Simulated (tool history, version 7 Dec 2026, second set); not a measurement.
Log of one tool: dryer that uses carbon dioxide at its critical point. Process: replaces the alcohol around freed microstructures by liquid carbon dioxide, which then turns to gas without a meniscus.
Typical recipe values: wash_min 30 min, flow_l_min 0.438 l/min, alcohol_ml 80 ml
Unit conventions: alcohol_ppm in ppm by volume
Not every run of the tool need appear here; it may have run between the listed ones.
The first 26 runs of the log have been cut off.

run 27 hour=479.1 | wash_min=40 flow_l_min=0.438 alcohol_ml=23 | alcohol_ppm=90
run 28 hour=496.5 | wash_min=19 flow_l_min=0.278 alcohol_ml=33 | alcohol_ppm=2905
run 29 hour=514.8 | wash_min=19 flow_l_min=0.278 alcohol_ml=33 | alcohol_ppm=2981
run 30 hour=525.8 | wash_min=37 flow_l_min=0.389 alcohol_ml=105 | alcohol_ppm=503
run 31 hour=538.6 | wash_min=29 flow_l_min=0.446 alcohol_ml=24 | alcohol_ppm=218
run 32 hour=563.1 | wash_min=27 flow_l_min=0.471 alcohol_ml=98 | alcohol_ppm=783
run 33 hour=583.7 | wash_min=27 flow_l_min=0.471 alcohol_ml=98 | alcohol_ppm=827
run 34 hour=594.2 | wash_min=46 flow_l_min=0.397 alcohol_ml=21 | alcohol_ppm=94
run 35 hour=612 | wash_min=25 flow_l_min=0.29 alcohol_ml=27 | alcohol_ppm=1369
run 36 hour=634.2 | wash_min=30 flow_l_min=0.529 alcohol_ml=52 | alcohol_ppm=197
run 37 hour=653.7 | wash_min=30 flow_l_min=0.529 alcohol_ml=85 | alcohol_ppm=309
run 38 hour=665.2 | wash_min=30 flow_l_min=0.316 alcohol_ml=29 | alcohol_ppm=760
-- hour=676.4 inlet filter changed
run 39 hour=684.5 | wash_min=30 flow_l_min=0.654 alcohol_ml=29 | alcohol_ppm=75
run 40 hour=700.4 | wash_min=30 flow_l_min=0.563 alcohol_ml=27 | alcohol_ppm=86
run 41 hour=715.9 | wash_min=30 flow_l_min=0.301 alcohol_ml=92 | alcohol_ppm=1712
run 42 hour=726 | wash_min=43 flow_l_min=0.498 alcohol_ml=110 | alcohol_ppm=85
run 43 hour=747.1 | wash_min=30 flow_l_min=0.477 alcohol_ml=80 | alcohol_ppm=254
run 44 hour=770.5 | wash_min=18 flow_l_min=0.309 alcohol_ml=80 | alcohol_ppm=5302
run 45 hour=788.7 | wash_min=38 flow_l_min=0.74 alcohol_ml=39 | alcohol_ppm=72
run 46 hour=811.7 | wash_min=38 flow_l_min=0.74 alcohol_ml=39 | alcohol_ppm=71
run 47 hour=827.2 | wash_min=38 flow_l_min=0.74 alcohol_ml=39 | alcohol_ppm=76

Branching from run 47: 3 alternative next runs. What would each branch give?
run A hour=845.4 | wash_min=30 flow_l_min=0.367 alcohol_ml=80 | alcohol_ppm=?
run B hour=845.4 | wash_min=20 flow_l_min=0.438 alcohol_ml=46 | alcohol_ppm=?
run C hour=845.4 | wash_min=19 flow_l_min=0.322 alcohol_ml=39 | alcohol_ppm=?

run=A alcohol_ppm=818
run=B alcohol_ppm=1016
run=C alcohol_ppm=2232
With no hidden state in the tool, these same runs would have given:
run=A alcohol_ppm=634
run=B alcohol_ppm=828
run=C alcohol_ppm=1970

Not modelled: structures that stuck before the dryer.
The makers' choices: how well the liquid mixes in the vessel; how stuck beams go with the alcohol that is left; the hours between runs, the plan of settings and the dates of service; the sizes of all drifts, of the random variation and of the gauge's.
